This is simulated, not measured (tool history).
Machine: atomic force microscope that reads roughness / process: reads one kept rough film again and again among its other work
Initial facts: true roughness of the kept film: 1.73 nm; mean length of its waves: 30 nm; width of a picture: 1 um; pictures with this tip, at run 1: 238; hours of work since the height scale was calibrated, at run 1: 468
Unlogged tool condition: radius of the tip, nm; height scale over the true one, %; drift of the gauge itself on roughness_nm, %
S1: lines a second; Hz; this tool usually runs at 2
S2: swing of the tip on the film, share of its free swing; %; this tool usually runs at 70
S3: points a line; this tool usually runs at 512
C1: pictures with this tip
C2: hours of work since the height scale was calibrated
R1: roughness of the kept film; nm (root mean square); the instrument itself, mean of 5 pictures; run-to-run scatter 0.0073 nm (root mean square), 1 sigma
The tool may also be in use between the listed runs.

| run | hour | S1 | S2 | S3 | C1 | C2 | R1 |
|---|---|---|---|---|---|---|---|
| 1 | 0 | 2 | 70 | 512 | 238 | 468 | 1.476 |
| 2 | 9.7 | 0.83 | 70 | 512 | 250 | 475 | 1.527 |
| 3 | 22.1 | 0.83 | 70 | 512 | 266 | 485 | 1.524 |
| 4 | 33.1 | 2 | 70 | 420 | 279 | 494 | 1.452 |
| 5 | 41.2 | 2 | 70 | 420 | 289 | 500 | 1.449 |
| 6 | 56.1 | 2 | 70 | 420 | 307 | 512 | 1.458 |
| 7 | 69 | 2 | 70 | 420 | 323 | 522 | 1.444 |
|  | 76.4 | new tip fitted |
| 8 | 82.6 | 2 | 70 | 420 | 8 | 533 | 1.551 |
| 9 | 92.7 | 2 | 70 | 420 | 20 | 541 | 1.538 |
| 10 | 101.8 | 2 | 70 | 489 | 32 | 548 | 1.54 |
| 11 | 108.4 | 2 | 70 | 489 | 40 | 553 | 1.542 |
| 12 | 118.3 | 2 | 70 | 489 | 52 | 561 | 1.529 |
| 13 | 129.1 | 2 | 70 | 489 | 65 | 569 | 1.518 |
| 14 | 138.4 | 3.15 | 77 | 495 | 76 | 577 | 1.411 |
| 15 | 146.8 | 2 | 81 | 833 | 87 | 583 | 1.444 |
| 16 | 159.2 | 0.51 | 83 | 260 | 102 | 593 | 1.535 |
| 17 | 170.1 | 0.96 | 63 | 461 | 115 | 602 | 1.566 |
| 18 | 182.1 | 0.64 | 62 | 512 | 130 | 611 | 1.582 |
| 19 | 196.9 | 1.28 | 70 | 512 | 148 | 623 | 1.538 |
| 20 | 208.9 | 1.28 | 90 | 376 | 163 | 632 | 1.417 |
| 21 | 217.6 | 1.28 | 90 | 376 | 173 | 639 | 1.42 |
| 22 | 227 | 2.6 | 70 | 512 | 185 | 647 | 1.454 |
| 23 | 240.5 | 2.6 | 70 | 512 | 201 | 657 | 1.46 |
| 24 | 255.1 | 2.47 | 76 | 512 | 219 | 669 | 1.408 |
| 25 | 265.5 | 2.47 | 76 | 512 | 232 | 677 | 1.404 |

Here are 4 independent what-if runs from the current tool condition. What would each one return?
| A | 277.7 | 3.41 | 70 | 505 | 247 | 687 | ? |
| B | 277.7 | 2 | 70 | 266 | 247 | 687 | ? |
| C | 277.7 | 0.53 | 80 | 534 | 247 | 687 | ? |
| D | 277.7 | 2.47 | 70 | 512 | 247 | 687 | ? |

| run | R1 |
|---|---|
| A | 1.405 |
| B | 1.459 |
| C | 1.52 |
| D | 1.445 |
Stripped of hidden state, with their random variation kept, the same runs would have yielded:
| run | R1 |
|---|---|
| A | 1.469 |
| B | 1.525 |
| C | 1.589 |
| D | 1.511 |

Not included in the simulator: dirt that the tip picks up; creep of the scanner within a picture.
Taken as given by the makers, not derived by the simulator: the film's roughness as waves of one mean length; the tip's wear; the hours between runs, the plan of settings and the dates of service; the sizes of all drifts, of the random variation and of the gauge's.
